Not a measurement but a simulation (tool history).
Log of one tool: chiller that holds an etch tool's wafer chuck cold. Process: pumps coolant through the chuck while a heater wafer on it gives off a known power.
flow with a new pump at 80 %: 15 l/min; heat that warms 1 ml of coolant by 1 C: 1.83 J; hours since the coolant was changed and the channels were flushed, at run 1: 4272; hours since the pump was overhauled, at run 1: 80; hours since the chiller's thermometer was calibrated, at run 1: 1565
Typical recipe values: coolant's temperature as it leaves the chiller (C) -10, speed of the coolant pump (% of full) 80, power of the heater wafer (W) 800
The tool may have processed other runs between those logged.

| run | hour | coolant's temperature as it leaves the chiller (C) | speed of the coolant pump (% of full) | power of the heater wafer (W) | hours since the coolant was changed and the channels were flushed | hours since the pump was overhauled | hours since the chiller's thermometer was calibrated | chuck's temperature once it has settled (C) | how much warmer the coolant comes back (C) |
|---|---|---|---|---|---|---|---|---|---|
| 1 | 0.0 | -10 | 80 | 800 | 4272 | 80 | 1565 | -1.5 | 1.76 |
| 2 | 30.3 | -10 | 80 | 800 | 4302 | 110 | 1595 | -1.4 | 1.69 |
| 3 | 45.9 | -10 | 80 | 800 | 4318 | 126 | 1611 | -1.7 | 1.75 |
| 4 | 61.4 | -10 | 80 | 800 | 4333 | 141 | 1626 | -1.4 | 1.76 |
| 5 | 94.2 | -10 | 80 | 800 | 4366 | 174 | 1659 | -1.6 | 1.76 |
| 6 | 121.2 | -10 | 80 | 751 | 4393 | 201 | 1686 | -1.8 | 1.64 |
| 7 | 144.8 | -10 | 80 | 751 | 4417 | 225 | 1709 | -2.0 | 1.58 |
| 8 | 163.6 | -10 | 80 | 751 | 4435 | 243 | 1728 | -2.0 | 1.60 |
| 9 | 194.5 | -10 | 80 | 800 | 4466 | 274 | 1759 | -1.5 | 1.72 |
| 10 | 219.5 | -10 | 80 | 800 | 4491 | 299 | 1784 | -1.5 | 1.72 |
| 11 | 243.8 | -10 | 80 | 800 | 4515 | 324 | 1808 | -1.4 | 1.72 |
| 12 | 272.6 | -10 | 80 | 800 | 4544 | 352 | 1837 | -1.5 | 1.79 |
| 13 | 296.7 | -10 | 80 | 800 | 4568 | 376 | 1861 | -1.3 | 1.76 |
| 14 | 325.0 | -10 | 91 | 408 | 4597 | 405 | 1890 | -6.0 | 0.81 |
| 15 | 346.0 | -10 | 91 | 408 | 4618 | 426 | 1911 | -6.0 | 0.77 |
| 16 | 363.8 | -10 | 91 | 408 | 4635 | 444 | 1928 | -6.1 | 0.72 |
| 17 | 390.3 | -12 | 91 | 624 | 4662 | 470 | 1955 | -5.6 | 1.19 |
| 18 | 412.1 | -12 | 74 | 661 | 4684 | 492 | 1977 | -4.3 | 1.60 |
| 19 | 437.1 | -7 | 75 | 801 | 4709 | 517 | 2002 | 1.9 | 1.88 |
| 20 | 458.1 | -7 | 76 | 801 | 4730 | 538 | 2023 | 2.2 | 1.85 |
| 21 | 486.2 | -7 | 76 | 801 | 4758 | 566 | 2051 | 1.9 | 1.85 |
| 22 | 518.2 | -19 | 80 | 619 | 4790 | 598 | 2083 | -12.1 | 1.39 |
| 23 | 550.5 | -9 | 80 | 529 | 4822 | 630 | 2115 | -3.2 | 1.14 |

Here are 3 independent what-if runs from the current tool condition. What would each one return?
| A | 569.8 | -5 | 61 | 1032 | 4841 | 649 | 2134 | ? | ? |
| B | 569.8 | -17 | 88 | 763 | 4841 | 649 | 2134 | ? | ? |
| C | 569.8 | -16 | 68 | 432 | 4841 | 649 | 2134 | ? | ? |

| run | chuck's temperature once it has settled (C) | how much warmer the coolant comes back (C) |
|---|---|---|
| A | 8.4 | 2.97 |
| B | -9.1 | 1.55 |
| C | -10.7 | 1.06 |
Take away the tool's hidden state, keep each run's random variation, and the runs would have read:
| run | chuck's temperature once it has settled (C) | how much warmer the coolant comes back (C) |
|---|---|---|
| A | 6.7 | 2.95 |
| B | -10.1 | 1.54 |
| C | -11.4 | 1.05 |

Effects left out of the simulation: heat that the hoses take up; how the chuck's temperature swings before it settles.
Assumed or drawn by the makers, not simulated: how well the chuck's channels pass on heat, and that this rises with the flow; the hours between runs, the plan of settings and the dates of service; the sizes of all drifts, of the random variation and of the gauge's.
